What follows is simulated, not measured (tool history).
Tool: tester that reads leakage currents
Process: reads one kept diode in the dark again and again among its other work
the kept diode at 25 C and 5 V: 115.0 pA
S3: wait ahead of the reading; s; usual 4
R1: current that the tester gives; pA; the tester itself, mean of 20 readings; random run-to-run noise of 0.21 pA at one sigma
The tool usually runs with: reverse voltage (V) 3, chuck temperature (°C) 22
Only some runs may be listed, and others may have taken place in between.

run 1 day=0 | reverse_voltage_(V)=3 chuck_temperature_(°C)=22 S3=4 | R1=78.35
run 2 day=1.442 | reverse_voltage_(V)=3 chuck_temperature_(°C)=22 S3=0.66 | R1=79.39
run 3 day=2.583 | reverse_voltage_(V)=3 chuck_temperature_(°C)=22 S3=0.66 | R1=79.6
run 4 day=5.162 | reverse_voltage_(V)=3 chuck_temperature_(°C)=22 S3=0.96 | R1=79.34
run 5 day=6.858 | reverse_voltage_(V)=16.46 chuck_temperature_(°C)=22 S3=4 | R1=209.52
-- day=8.838 chuck's temperature calibrated
run 6 day=9.158 | reverse_voltage_(V)=16.46 chuck_temperature_(°C)=22 S3=4 | R1=185.2
run 7 day=11.142 | reverse_voltage_(V)=3 chuck_temperature_(°C)=22 S3=4 | R1=69.54
run 8 day=13.004 | reverse_voltage_(V)=3 chuck_temperature_(°C)=22 S3=4 | R1=69.7
run 9 day=14.617 | reverse_voltage_(V)=3 chuck_temperature_(°C)=22 S3=4 | R1=69.54
run 10 day=17.204 | reverse_voltage_(V)=3 chuck_temperature_(°C)=22 S3=4 | R1=69.88
run 11 day=19.021 | reverse_voltage_(V)=3 chuck_temperature_(°C)=22 S3=4 | R1=69.74
run 12 day=20.846 | reverse_voltage_(V)=1.69 chuck_temperature_(°C)=22 S3=4 | R1=50.17
run 13 day=22.429 | reverse_voltage_(V)=1.69 chuck_temperature_(°C)=22 S3=4 | R1=50.5
run 14 day=23.917 | reverse_voltage_(V)=1.69 chuck_temperature_(°C)=22 S3=4 | R1=50.76
run 15 day=26.008 | reverse_voltage_(V)=1.69 chuck_temperature_(°C)=22 S3=4 | R1=50.55
run 16 day=27.154 | reverse_voltage_(V)=3 chuck_temperature_(°C)=24 S3=4 | R1=82.25
run 17 day=28.883 | reverse_voltage_(V)=3 chuck_temperature_(°C)=24 S3=4 | R1=82.43
run 18 day=30.883 | reverse_voltage_(V)=3 chuck_temperature_(°C)=24 S3=4 | R1=82.63
run 19 day=32.821 | reverse_voltage_(V)=3 chuck_temperature_(°C)=22 S3=1.22 | R1=71.2
run 20 day=34.3 | reverse_voltage_(V)=3 chuck_temperature_(°C)=22 S3=1.22 | R1=71.59
run 21 day=36.338 | reverse_voltage_(V)=2.91 chuck_temperature_(°C)=43 S3=3.03 | R1=325.16
run 22 day=38.85 | reverse_voltage_(V)=3 chuck_temperature_(°C)=33 S3=4 | R1=163.19
run 23 day=40.371 | reverse_voltage_(V)=5.43 chuck_temperature_(°C)=32 S3=0.38 | R1=215.61
run 24 day=42.488 | reverse_voltage_(V)=5.43 chuck_temperature_(°C)=32 S3=0.38 | R1=215.85
run 25 day=44.883 | reverse_voltage_(V)=5.43 chuck_temperature_(°C)=32 S3=0.38 | R1=215.02
run 26 day=47.4 | reverse_voltage_(V)=5.43 chuck_temperature_(°C)=32 S3=0.38 | R1=216.14
run 27 day=49.146 | reverse_voltage_(V)=5.43 chuck_temperature_(°C)=32 S3=3.73 | R1=213.76
run 28 day=51.433 | reverse_voltage_(V)=5.43 chuck_temperature_(°C)=32 S3=3.73 | R1=215.29
run 29 day=52.871 | reverse_voltage_(V)=1.14 chuck_temperature_(°C)=44 S3=3.73 | R1=208.7
run 30 day=54.45 | reverse_voltage_(V)=2.14 chuck_temperature_(°C)=25 S3=3.39 | R1=74.75
run 31 day=56.908 | reverse_voltage_(V)=2.14 chuck_temperature_(°C)=25 S3=3.39 | R1=75.17
run 32 day=58.329 | reverse_voltage_(V)=9.06 chuck_temperature_(°C)=41 S3=4.3 | R1=547.92
run 33 day=60.308 | reverse_voltage_(V)=2.8 chuck_temperature_(°C)=41 S3=4.3 | R1=282.32
run 34 day=61.988 | reverse_voltage_(V)=2.8 chuck_temperature_(°C)=41 S3=4.3 | R1=282.74
run 35 day=63.792 | reverse_voltage_(V)=2.8 chuck_temperature_(°C)=41 S3=4.3 | R1=281.14
run 36 day=65.304 | reverse_voltage_(V)=2.8 chuck_temperature_(°C)=25 S3=4.3 | R1=88.04
run 37 day=66.662 | reverse_voltage_(V)=1.08 chuck_temperature_(°C)=31 S3=1.86 | R1=80.88
run 38 day=68.071 | reverse_voltage_(V)=2.03 chuck_temperature_(°C)=39 S3=0.85 | R1=205.41
run 39 day=70.379 | reverse_voltage_(V)=2.32 chuck_temperature_(°C)=21 S3=0.83 | R1=58.73
run 40 day=72.121 | reverse_voltage_(V)=16.38 chuck_temperature_(°C)=52 S3=0.4 | R1=1627.24

Consider 4 possible next runs. They are alternatives, not a sequence: every one starts from the tool as it was left by run 40. What does each give?
run A day=73.525 | reverse_voltage_(V)=1.66 chuck_temperature_(°C)=52 S3=0.4 | R1=?
run B day=73.525 | reverse_voltage_(V)=11.72 chuck_temperature_(°C)=21 S3=0.39 | R1=?
run C day=73.525 | reverse_voltage_(V)=16.38 chuck_temperature_(°C)=48 S3=0.4 | R1=?
run D day=73.525 | reverse_voltage_(V)=16.38 chuck_temperature_(°C)=52 S3=8.73 | R1=?

run=A R1=444.11
run=B R1=155.03
run=C R1=1258.02
run=D R1=1621.42
Stripped of hidden state, with their random variation kept, the same runs would have yielded:
run=A R1=423.72
run=B R1=140.89
run=C R1=1192.96
run=D R1=1541.28
